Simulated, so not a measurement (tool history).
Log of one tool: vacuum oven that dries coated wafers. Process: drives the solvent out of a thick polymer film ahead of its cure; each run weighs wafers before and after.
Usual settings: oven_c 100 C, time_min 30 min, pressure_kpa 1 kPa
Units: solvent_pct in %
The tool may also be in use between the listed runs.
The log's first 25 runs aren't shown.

| run | hour | oven_c | time_min | pressure_kpa | hours of work since the thermocouples were calibrated | hours of work since the vacuum gauge was cleaned of residue | solvent_pct |
|---|---|---|---|---|---|---|---|
| 26 | 1395 | 94 | 24 | 1.75 | 87 | 123 | 5.33 |
| 27 | 1428 | 108 | 20 | 0.99 | 113 | 149 | 3.15 |
| 28 | 1466.4 | 89 | 25 | 1 | 143 | 180 | 5.7 |
| 29 | 1524.7 | 89 | 25 | 1 | 190 | 226 | 5.78 |
| 30 | 1592.1 | 100 | 30 | 0.64 | 243 | 279 | 2.59 |
| 31 | 1649.6 | 100 | 30 | 0.64 | 289 | 325 | 2.63 |
| 32 | 1695.4 | 109 | 25 | 1 | 325 | 361 | 2.08 |
| 33 | 1757.3 | 109 | 36 | 0.57 | 375 | 411 | 0.9 |
| 34 | 1808.3 | 100 | 36 | 1 | 415 | 451 | 2.16 |
| 35 | 1858.6 | 100 | 17 | 1 | 455 | 491 | 5.41 |
| 36 | 1901.4 | 100 | 17 | 1 | 489 | 525 | 5.4 |
| 37 | 1963.3 | 95 | 18 | 1.01 | 538 | 574 | 6.15 |
| 38 | 2026.4 | 95 | 18 | 1.01 | 588 | 624 | 6.08 |
| 39 | 2103.8 | 88 | 18 | 3.9 | 650 | 686 | 9.05 |
| 40 | 2159.4 | 88 | 17 | 3.58 | 694 | 730 | 9.07 |
| 41 | 2224.1 | 85 | 30 | 1.56 | 745 | 781 | 6.16 |
| 42 | 2269.1 | 100 | 48 | 1 | 781 | 817 | 1.37 |

5 ways to go on from here, each from the tool as it stands after run 42. What would each give?
| A | 2349 | 113 | 49 | 1.19 | 844 | 881 | ? |
| B | 2349 | 100 | 17 | 0.76 | 844 | 881 | ? |
| C | 2349 | 101 | 37 | 0.53 | 844 | 881 | ? |
| D | 2349 | 100 | 31 | 1 | 844 | 881 | ? |
| E | 2349 | 100 | 35 | 1 | 844 | 881 | ? |

| run | solvent_pct |
|---|---|
| A | 0.61 |
| B | 5.29 |
| C | 1.7 |
| D | 2.74 |
| E | 2.19 |
Without the tool's hidden state the same runs would have given:
| run | solvent_pct |
|---|---|
| A | 0.59 |
| B | 5.25 |
| C | 1.67 |
| D | 2.71 |
| E | 2.16 |
